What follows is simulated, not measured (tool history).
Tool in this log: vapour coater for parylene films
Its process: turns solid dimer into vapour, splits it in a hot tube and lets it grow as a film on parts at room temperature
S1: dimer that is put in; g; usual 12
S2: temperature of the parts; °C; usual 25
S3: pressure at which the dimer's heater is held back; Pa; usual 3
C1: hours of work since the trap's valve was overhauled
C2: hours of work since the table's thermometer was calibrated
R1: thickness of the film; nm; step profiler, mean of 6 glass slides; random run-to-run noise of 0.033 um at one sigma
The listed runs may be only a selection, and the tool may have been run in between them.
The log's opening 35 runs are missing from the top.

| run | day | S1 | S2 | S3 | C1 | C2 | R1 |
|---|---|---|---|---|---|---|---|
| 36 | 38.883 | 11 | 36 | 6.12 | 76 | 759 | 2620 |
| 37 | 40.154 | 11 | 36 | 6.12 | 96 | 779 | 2620 |
| 38 | 41.583 | 18 | 36 | 6.12 | 118 | 801 | 4180 |
| 39 | 43.083 | 17 | 36 | 6.12 | 142 | 825 | 3950 |
| 40 | 43.8 | 17 | 36 | 6.12 | 153 | 836 | 3940 |
| 41 | 44.475 | 19 | 25 | 3 | 164 | 847 | 7980 |
| 42 | 45.162 | 11 | 25 | 10.75 | 175 | 858 | 3400 |
| 43 | 45.992 | 8 | 34 | 11.71 | 188 | 871 | 1680 |
| 44 | 47.467 | 7 | 36 | 4.64 | 211 | 894 | 1730 |
| 45 | 48.512 | 7 | 36 | 4.64 | 228 | 911 | 1680 |
| 46 | 49.604 | 7 | 36 | 4.64 | 245 | 928 | 1690 |
| 47 | 50.242 | 7 | 36 | 4.64 | 255 | 938 | 1680 |

Here are 4 independent what-if runs from the current tool condition. What would each one return?
|  | 51.346 | trap's valve overhauled |
| A | 51.479 | 11 | 21 | 3.46 | 2 | 955 | ? |
|  | 51.346 | trap's valve overhauled |
| B | 51.479 | 12 | 19 | 3 | 2 | 955 | ? |
|  | 51.346 | trap's valve overhauled |
| C | 51.479 | 9 | 23 | 3 | 2 | 955 | ? |
|  | 51.346 | trap's valve overhauled |
| D | 51.479 | 6 | 25 | 8.56 | 2 | 955 | ? |

| run | R1 |
|---|---|
| A | 5380 |
| B | 6610 |
| C | 4270 |
| D | 2030 |
Stripped of hidden state, with their random variation kept, the same runs would have yielded:
| run | R1 |
|---|---|
| A | 5360 |
| B | 6580 |
| C | 4250 |
| D | 2020 |

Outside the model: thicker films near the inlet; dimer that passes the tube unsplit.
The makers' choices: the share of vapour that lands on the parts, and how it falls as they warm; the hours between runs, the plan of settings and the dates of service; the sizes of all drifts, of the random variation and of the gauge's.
